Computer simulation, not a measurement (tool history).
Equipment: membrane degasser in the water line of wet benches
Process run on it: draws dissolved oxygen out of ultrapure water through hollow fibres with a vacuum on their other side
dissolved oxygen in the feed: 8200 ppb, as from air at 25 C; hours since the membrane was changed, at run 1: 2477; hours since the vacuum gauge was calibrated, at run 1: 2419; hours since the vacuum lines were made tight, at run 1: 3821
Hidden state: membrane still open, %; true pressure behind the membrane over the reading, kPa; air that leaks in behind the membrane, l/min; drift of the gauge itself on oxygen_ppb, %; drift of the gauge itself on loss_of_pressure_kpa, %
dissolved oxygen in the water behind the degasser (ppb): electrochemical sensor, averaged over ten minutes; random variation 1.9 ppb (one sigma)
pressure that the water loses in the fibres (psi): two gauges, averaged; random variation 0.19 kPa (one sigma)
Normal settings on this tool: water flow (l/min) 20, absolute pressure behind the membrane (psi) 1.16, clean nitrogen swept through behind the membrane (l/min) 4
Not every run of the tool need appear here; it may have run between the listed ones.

run	hour	water flow (l/min)	absolute pressure behind the membrane (psi)	clean nitrogen swept through behind the membrane (l/min)	hours since the membrane was changed	hours since the vacuum gauge was calibrated	hours since the vacuum lines were made tight	dissolved oxygen in the water behind the degasser (ppb)	pressure that the water loses in the fibres (psi)
1	0	20	1.16	4	2477	2419	3821	189.5	5.733
2	44.7	20	1.16	4	2522	2464	3865	191.3	5.714
3	103.3	20	1.16	4	2581	2522	3924	190.1	5.793
4	144.7	20	1.16	4	2622	2564	3965	192.5	5.78
5	206.6	20	1.16	4	2684	2626	4027	190.6	5.751
6	265.8	20	1.16	4	2743	2685	4086	194.1	5.793
7	324.4	24	1.16	4	2802	2743	4145	303.4	6.94
8	365.2	24	1.16	4	2843	2784	4186	314.4	6.944
9	394.2	24	1.16	4	2872	2813	4215	309.1	6.95
10	435.4	20	1.16	4	2913	2854	4256	191.2	5.829
11	497.9	20	1.16	9.85	2975	2917	4318	158.2	5.825
12	553.2	20	1.16	9.85	3030	2972	4374	158.9	5.817
13	597	20	2.115	4	3074	3016	4418	269.2	5.757
14	644.5	20	2.115	4	3122	3064	4465	265.4	5.89
15	686.3	20	2.115	4	3164	3105	4507	272.2	5.817
16	734.4	14	1.16	4	3212	3153	4555	71.6	4.083
17	789.1	14	1.16	4	3266	3208	4610	72.7	4.116
# hour 834.7: gauge calibrated
18	854.9	15	0.864	11.04	3332	3274	4675	51.7	4.342
19	886.5	27	2.438	9.37	3364	3305	4707	435.1	7.761
20	937.4	15	0.738	3.13	3415	3356	4758	64.5	4.344
21	969.5	21	1.453	4	3447	3389	4790	241.5	6.045
22	1008	29	0.886	1.84	3485	3427	4829	502.7	8.393
# hour 1019.5: vacuum gauge calibrated
23	1043.2	12	1.476	4	3520	24	4863	66.1	3.474
24	1094.7	12	1.476	2.86	3571	75	4915	83.7	3.448
25	1122.2	12	1.476	2.86	3599	103	4942	84.9	3.446
26	1189	21	1.315	4.99	3666	169	5009	220.8	6.077
27	1218.5	12	0.731	2.83	3695	199	5039	33.8	3.459
28	1266.9	12	0.731	2.83	3744	247	5087	33	3.487
29	1327.3	12	0.731	2.83	3804	308	5147	33.1	3.507
30	1365.7	18	0.811	7.11	3843	346	5186	107.4	5.246
31	1413.9	20	1.16	3.54	3891	394	5234	194.6	5.748
32	1470.2	28	1.321	2.14	3947	451	5290	533.4	8.193
33	1527.3	22	1.16	5.27	4004	508	5347	233.8	6.412

Below, some changes in pressure that the water loses in the fibres (psi) between adjacent runs. For each, the amount present without the hidden state too (settings, incoming material, random variation) and the amount remaining for the hidden state with gauge scatter not shared by both compared results:
Run 17 -> 18: water flow (l/min) 14 -> 15, absolute pressure behind the membrane (psi) 1.16 -> 0.864, clean nitrogen swept through behind the membrane (l/min) 4 -> 11.04, gauge calibrated. pressure that the water loses in the fibres (psi) +0.226: hidden state -0.091, all else +0.318.
Run 18 -> 19: water flow (l/min) 15 -> 27, absolute pressure behind the membrane (psi) 0.864 -> 2.438, clean nitrogen swept through behind the membrane (l/min) 11.04 -> 9.37. pressure that the water loses in the fibres (psi) +3.419: hidden state +0.01, all else +3.408.
Run 19 -> 20: water flow (l/min) 27 -> 15, absolute pressure behind the membrane (psi) 2.438 -> 0.738, clean nitrogen swept through behind the membrane (l/min) 9.37 -> 3.13. pressure that the water loses in the fibres (psi) -3.417: hidden state +0.001, all else -3.419.
Run 22 -> 23: water flow (l/min) 29 -> 12, absolute pressure behind the membrane (psi) 0.886 -> 1.476, clean nitrogen swept through behind the membrane (l/min) 1.84 -> 4, vacuum gauge calibrated. pressure that the water loses in the fibres (psi) -4.92: hidden state -0.022, all else -4.898.
Run 25 -> 26: water flow (l/min) 12 -> 21, absolute pressure behind the membrane (psi) 1.476 -> 1.315, clean nitrogen swept through behind the membrane (l/min) 2.86 -> 4.99. pressure that the water loses in the fibres (psi) +2.631: hidden state +0.033, all else +2.598.
Run 31 -> 32: water flow (l/min) 20 -> 28, absolute pressure behind the membrane (psi) 1.16 -> 1.321, clean nitrogen swept through behind the membrane (l/min) 3.54 -> 2.14. pressure that the water loses in the fibres (psi) +2.445: hidden state +0.054, all else +2.392.
